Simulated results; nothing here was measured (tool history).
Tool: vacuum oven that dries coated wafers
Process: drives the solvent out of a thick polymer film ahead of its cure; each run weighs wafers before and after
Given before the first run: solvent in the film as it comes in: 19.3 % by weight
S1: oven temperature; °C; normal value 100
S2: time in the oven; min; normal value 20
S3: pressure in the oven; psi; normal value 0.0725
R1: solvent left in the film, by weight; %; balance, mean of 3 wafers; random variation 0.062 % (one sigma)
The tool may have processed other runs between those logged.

run 1 hour=0 | S1=100 S2=20 S3=0.0725 | R1=3.65
run 2 hour=13.1 | S1=100 S2=20 S3=0.0725 | R1=3.64
run 3 hour=28.3 | S1=100 S2=20 S3=0.0725 | R1=3.63
run 4 hour=43.4 | S1=100 S2=20 S3=0.0725 | R1=3.6
run 5 hour=57.8 | S1=100 S2=20 S3=0.0725 | R1=3.73
run 6 hour=78.2 | S1=100 S2=20 S3=0.0725 | R1=3.64
run 7 hour=102.6 | S1=100 S2=20 S3=0.0725 | R1=3.56
run 8 hour=127.4 | S1=114 S2=20 S3=0.0725 | R1=0.96
run 9 hour=146.8 | S1=100 S2=20 S3=0.0725 | R1=3.62
run 10 hour=158.4 | S1=100 S2=20 S3=0.0725 | R1=3.66
run 11 hour=174.8 | S1=100 S2=20 S3=0.0725 | R1=3.57
run 12 hour=190.2 | S1=100 S2=20 S3=0.0725 | R1=3.59
run 13 hour=203.1 | S1=100 S2=20 S3=0.0725 | R1=3.66
run 14 hour=226.2 | S1=89 S2=20 S3=0.0725 | R1=6.85
run 15 hour=241.4 | S1=89 S2=20 S3=0.0725 | R1=6.8
run 16 hour=261 | S1=89 S2=20 S3=0.0725 | R1=6.8
run 17 hour=282.2 | S1=89 S2=20 S3=0.0371 | R1=6.73
run 18 hour=296.8 | S1=89 S2=20 S3=0.0371 | R1=6.7
run 19 hour=318.3 | S1=89 S2=20 S3=0.0371 | R1=6.79
run 20 hour=336.2 | S1=91 S2=20 S3=0.0371 | R1=6.08
run 21 hour=356.2 | S1=91 S2=20 S3=0.0371 | R1=6.06
run 22 hour=371.8 | S1=100 S2=20 S3=0.0725 | R1=3.77
run 23 hour=385.7 | S1=100 S2=20 S3=0.2416 | R1=4.45
run 24 hour=397.7 | S1=100 S2=22 S3=0.0725 | R1=3.23
run 25 hour=414.8 | S1=100 S2=22 S3=0.0725 | R1=3.18
run 26 hour=437.2 | S1=106 S2=25 S3=0.0479 | R1=1.47
run 27 hour=453.7 | S1=106 S2=25 S3=0.0479 | R1=1.48
run 28 hour=475.1 | S1=110 S2=14 S3=0.0725 | R1=2.87
run 29 hour=497.1 | S1=86 S2=25 S3=0.0725 | R1=6.61
run 30 hour=516.4 | S1=90 S2=28 S3=0.0899 | R1=4.81
run 31 hour=538.4 | S1=90 S2=28 S3=0.0899 | R1=4.93
run 32 hour=559.9 | S1=90 S2=28 S3=0.0899 | R1=4.94
run 33 hour=574.7 | S1=90 S2=28 S3=0.0899 | R1=4.77
run 34 hour=592.2 | S1=90 S2=13 S3=0.0899 | R1=9.06
run 35 hour=603.8 | S1=111 S2=26 S3=0.0899 | R1=0.96
run 36 hour=622 | S1=111 S2=26 S3=0.0899 | R1=0.95
run 37 hour=635.1 | S1=108 S2=25 S3=0.0734 | R1=1.28
run 38 hour=660.8 | S1=108 S2=20 S3=0.0725 | R1=1.9
run 39 hour=682.2 | S1=108 S2=20 S3=0.0725 | R1=1.85
run 40 hour=706.8 | S1=87 S2=18 S3=0.1578 | R1=8.58
run 41 hour=718.6 | S1=110 S2=18 S3=0.2361 | R1=2.47
-- hour=730.7 oven's thermocouples calibrated
run 42 hour=743.9 | S1=104 S2=19 S3=0.2081 | R1=3.71
run 43 hour=754.3 | S1=93 S2=11 S3=0.1664 | R1=9.54
run 44 hour=773.6 | S1=103 S2=23 S3=0.0725 | R1=2.49
run 45 hour=785.3 | S1=109 S2=24 S3=0.0725 | R1=1.35
run 46 hour=797.1 | S1=109 S2=24 S3=0.0602 | R1=1.22
run 47 hour=810.9 | S1=109 S2=24 S3=0.0602 | R1=1.32

A few steps of R1 between consecutive runs. Split each: what settings, incoming material and random variation would produce without the hidden state, and what is left over for the hidden state, along with gauge scatter present in only one of the two compared results (measured, and without hidden state):
Hidden state present: true wafer temperature over the reading, C; true pressure over the reading, kPa; drift of the gauge itself on solvent_pct, %.
Run 28 -> 29: S1 110 -> 86, S2 14 -> 25. R1 +3.74 %: hidden state +0.08, all else +3.66.
Run 33 -> 34: S2 28 -> 13. R1 +4.29 %: hidden state -0.06, all else +4.35.
Run 34 -> 35: S1 90 -> 111, S2 13 -> 26. R1 -8.1 %: hidden state +0.04, all else -8.14.
Run 39 -> 40: S1 108 -> 87, S2 20 -> 18, S3 0.0725 -> 0.1578. R1 +6.73 %: hidden state +0.01, all else +6.72.
Run 41 -> 42: S1 110 -> 104, S2 18 -> 19, S3 0.2361 -> 0.2081, oven's thermocouples calibrated. R1 +1.24 %: hidden state +0.12, all else +1.12.
Run 43 -> 44: S1 93 -> 103, S2 11 -> 23, S3 0.1664 -> 0.0725. R1 -7.05 %: hidden state +0.02, all else -7.07.
